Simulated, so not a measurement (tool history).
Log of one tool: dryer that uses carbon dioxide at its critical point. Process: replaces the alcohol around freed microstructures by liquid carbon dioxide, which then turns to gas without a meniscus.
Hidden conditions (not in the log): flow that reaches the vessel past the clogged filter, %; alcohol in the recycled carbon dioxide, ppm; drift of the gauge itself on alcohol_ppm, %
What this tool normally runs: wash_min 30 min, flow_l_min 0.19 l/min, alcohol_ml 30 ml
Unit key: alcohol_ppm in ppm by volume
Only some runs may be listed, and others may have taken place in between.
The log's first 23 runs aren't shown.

| run | hour | wash_min | flow_l_min | alcohol_ml | hours of work since the filter was changed | hours of work since the purifier's bed was changed | alcohol_ppm |
|---|---|---|---|---|---|---|---|
| 24 | 250.2 | 30 | 0.19 | 30 | 220 | 140 | 753 |
| 25 | 264.2 | 23 | 0.19 | 27 | 225 | 145 | 1569 |
| 26 | 277.5 | 23 | 0.19 | 27 | 230 | 150 | 1539 |
| 27 | 289.9 | 35 | 0.215 | 27 | 235 | 155 | 225 |
| 28 | 305.1 | 39 | 0.243 | 28 | 240 | 161 | 85 |
| 29 | 317.6 | 23 | 0.169 | 71 | 245 | 166 | 5987 |
| 30 | 325.6 | 47 | 0.19 | 80 | 248 | 169 | 272 |
| 31 | 336.5 | 41 | 0.19 | 55 | 252 | 173 | 386 |
| 32 | 350 | 41 | 0.21 | 55 | 257 | 178 | 223 |
| 33 | 363.8 | 42 | 0.19 | 117 | 263 | 183 | 709 |
| 34 | 379.1 | 42 | 0.19 | 117 | 268 | 189 | 737 |
| 35 | 388.1 | 42 | 0.19 | 118 | 272 | 192 | 769 |
| 36 | 396.6 | 42 | 0.147 | 96 | 275 | 195 | 1910 |
| 37 | 409.9 | 25 | 0.147 | 96 | 280 | 201 | 9295 |
| 38 | 416.6 | 25 | 0.147 | 96 | 283 | 203 | 9308 |
| 39 | 425.1 | 21 | 0.283 | 23 | 286 | 206 | 507 |
| 40 | 432.9 | 21 | 0.283 | 23 | 289 | 209 | 516 |
| 41 | 447.1 | 21 | 0.283 | 23 | 294 | 215 | 528 |
| 42 | 455.4 | 21 | 0.117 | 91 | 297 | 218 | 19978 |
| 43 | 466.3 | 21 | 0.228 | 29 | 301 | 222 | 1360 |
| 44 | 474.2 | 33 | 0.204 | 28 | 304 | 225 | 409 |
| 45 | 484.1 | 26 | 0.149 | 84 | 308 | 229 | 7542 |
| 46 | 498.5 | 26 | 0.149 | 84 | 313 | 234 | 7340 |
| 47 | 505.7 | 26 | 0.149 | 84 | 316 | 237 | 7502 |

Here are 3 independent what-if runs from the current tool condition. What would each one return?
| A | 512 | 30 | 0.25 | 26 | 319 | 239 | ? |
| B | 512 | 35 | 0.264 | 33 | 319 | 239 | ? |
| C | 512 | 37 | 0.235 | 30 | 319 | 239 | ? |

| run | alcohol_ppm |
|---|---|
| A | 247 |
| B | 121 |
| C | 151 |
What these runs would have given with no unlogged condition in the tool:
| run | alcohol_ppm |
|---|---|
| A | 131 |
| B | 51 |
| C | 71 |
